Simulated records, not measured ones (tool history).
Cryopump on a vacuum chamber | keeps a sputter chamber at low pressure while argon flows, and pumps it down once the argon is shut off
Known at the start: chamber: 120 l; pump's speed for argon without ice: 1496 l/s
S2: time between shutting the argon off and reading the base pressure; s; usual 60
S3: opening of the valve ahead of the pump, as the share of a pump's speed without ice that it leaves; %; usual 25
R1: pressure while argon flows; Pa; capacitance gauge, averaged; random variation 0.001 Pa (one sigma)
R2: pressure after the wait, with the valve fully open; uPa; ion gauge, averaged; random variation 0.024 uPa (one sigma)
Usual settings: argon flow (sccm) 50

{"run": 1, "day": 0.0, "argon flow (sccm)": 50, "S2": 60, "S3": 25, "R1": 0.2337, "R2": 2.47}
{"run": 2, "day": 0.779, "argon flow (sccm)": 50, "S2": 60, "S3": 25, "R1": 0.2346, "R2": 2.47}
{"run": 3, "day": 2.2, "argon flow (sccm)": 50, "S2": 60, "S3": 25, "R1": 0.234, "R2": 2.56}
{"run": 4, "day": 3.571, "argon flow (sccm)": 50, "S2": 60, "S3": 25, "R1": 0.2369, "R2": 2.58}
{"run": 5, "day": 5.079, "argon flow (sccm)": 50, "S2": 60, "S3": 25, "R1": 0.2351, "R2": 2.67}
{"run": 6, "day": 6.433, "argon flow (sccm)": 50, "S2": 60, "S3": 25, "R1": 0.2381, "R2": 2.66}
{"run": 7, "day": 8.283, "argon flow (sccm)": 50, "S2": 64, "S3": 22, "R1": 0.2711, "R2": 2.7}
{"run": 8, "day": 9.796, "argon flow (sccm)": 98, "S2": 64, "S3": 34, "R1": 0.353, "R2": 2.7}
{"run": 9, "day": 11.367, "argon flow (sccm)": 98, "S2": 64, "S3": 34, "R1": 0.3548, "R2": 2.69}
{"run": 10, "day": 12.617, "argon flow (sccm)": 32, "S2": 60, "S3": 28, "R1": 0.1389, "R2": 2.84}

4 ways to go on from here, each from the tool as it stands after run 10. What would each give?
{"run": "A", "day": 13.425, "argon flow (sccm)": 32, "S2": 55, "S3": 56, "R1": "?", "R2": "?"}
{"run": "B", "day": 13.425, "argon flow (sccm)": 50, "S2": 60, "S3": 16, "R1": "?", "R2": "?"}
{"run": "C", "day": 13.425, "argon flow (sccm)": 33, "S2": 36, "S3": 29, "R1": "?", "R2": "?"}
{"run": "D", "day": 13.425, "argon flow (sccm)": 48, "S2": 60, "S3": 28, "R1": "?", "R2": "?"}

run=A R1=0.0742 R2=2.98
run=B R1=0.3692 R2=2.84
run=C R1=0.1392 R2=3.36
run=D R1=0.2109 R2=2.97
Without the tool's hidden state the same runs would have given:
run=A R1=0.0642 R2=0.98
run=B R1=0.3535 R2=0.87
run=C R1=0.1289 R2=1.36
run=D R1=0.1957 R2=0.93
